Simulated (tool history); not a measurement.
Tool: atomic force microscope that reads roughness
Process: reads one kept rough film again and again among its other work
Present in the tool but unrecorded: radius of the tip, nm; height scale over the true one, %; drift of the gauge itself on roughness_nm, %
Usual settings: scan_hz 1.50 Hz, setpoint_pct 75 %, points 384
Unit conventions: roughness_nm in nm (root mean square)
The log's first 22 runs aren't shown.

| run | hour | scan_hz | setpoint_pct | points | pictures with this tip | hours of work since the height scale was calibrated | roughness_nm |
|---|---|---|---|---|---|---|---|
| 23 | 203.4 | 1.50 | 75 | 384 | 335 | 16 | 2.289 |
| 24 | 216.8 | 1.50 | 65 | 384 | 359 | 26 | 2.288 |
|  | 223.1 | new tip fitted |
| 25 | 224.9 | 1.50 | 56 | 384 | 3 | 31 | 2.935 |
| 26 | 237.9 | 3.23 | 75 | 384 | 25 | 40 | 2.700 |
| 27 | 243.5 | 1.50 | 75 | 756 | 35 | 44 | 2.814 |
| 28 | 249.4 | 0.81 | 63 | 384 | 46 | 49 | 2.840 |
| 29 | 255.7 | 0.93 | 80 | 995 | 57 | 53 | 2.779 |
|  | 263.2 | height scale calibrated on a step standard, once more |
| 30 | 266.2 | 0.56 | 68 | 290 | 73 | 2 | 2.750 |
| 31 | 277.3 | 0.80 | 90 | 546 | 93 | 10 | 2.644 |
| 32 | 283.0 | 2.48 | 62 | 546 | 103 | 14 | 2.671 |
| 33 | 289.2 | 1.07 | 75 | 265 | 113 | 19 | 2.609 |
| 34 | 299.3 | 0.68 | 79 | 384 | 131 | 26 | 2.615 |
| 35 | 310.7 | 1.50 | 86 | 346 | 151 | 34 | 2.461 |
| 36 | 319.0 | 1.50 | 86 | 346 | 165 | 40 | 2.435 |

What does the tool deliver on the next run?
| 37 | 325.0 | 0.56 | 75 | 384 | 176 | 44 | ? |

Run 37 measured roughness_nm 2.561 nm (root mean square).
With no hidden state in the tool, this same run would have given roughness_nm 2.971 nm (root mean square).
